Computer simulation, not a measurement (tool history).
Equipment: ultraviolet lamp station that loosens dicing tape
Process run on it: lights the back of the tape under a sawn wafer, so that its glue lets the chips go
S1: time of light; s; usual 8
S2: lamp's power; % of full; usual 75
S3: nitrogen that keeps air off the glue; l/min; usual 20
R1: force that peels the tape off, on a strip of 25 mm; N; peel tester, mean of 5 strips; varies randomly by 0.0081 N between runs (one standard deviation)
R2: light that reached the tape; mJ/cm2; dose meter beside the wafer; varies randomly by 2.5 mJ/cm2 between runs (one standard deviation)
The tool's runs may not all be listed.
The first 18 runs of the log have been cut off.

| run | hour | S1 | S2 | S3 | R1 | R2 |
|---|---|---|---|---|---|---|
| 19 | 159.6 | 8 | 89 | 20 | 0.348 | 291 |
| 20 | 168.9 | 8 | 92 | 20 | 0.330 | 298 |
| 21 | 181.6 | 8 | 92 | 20 | 0.349 | 295 |
| 22 | 194.0 | 8 | 92 | 20 | 0.341 | 296 |
| 23 | 200.6 | 5 | 92 | 14 | 1.449 | 182 |
| 24 | 207.3 | 6 | 92 | 16 | 0.878 | 221 |
| 25 | 216.6 | 8 | 65 | 20 | 0.891 | 207 |
| 26 | 223.6 | 6 | 85 | 17 | 0.983 | 203 |
| 27 | 233.8 | 8 | 64 | 36 | 0.591 | 203 |
| 28 | 240.3 | 8 | 75 | 15 | 0.796 | 240 |
| 29 | 248.5 | 6 | 88 | 8 | 1.703 | 207 |
| 30 | 260.5 | 12 | 61 | 20 | 0.353 | 284 |
| 31 | 272.9 | 12 | 61 | 17 | 0.416 | 284 |
| 32 | 282.6 | 12 | 61 | 17 | 0.438 | 279 |
| 33 | 289.7 | 11 | 76 | 7 | 0.732 | 325 |
| 34 | 296.0 | 11 | 78 | 35 | 0.170 | 332 |
| 35 | 309.9 | 8 | 75 | 7 | 1.529 | 230 |

Run 36, settings as shown, results not yet in. Your forecast:
| 36 | 323.5 | 8 | 75 | 13 | ? | ? |

R1: 0.973 N
R2: 229 mJ/cm2
With no hidden state in the tool, this same run would have given R1 0.493 N, R2 300 mJ/cm2.
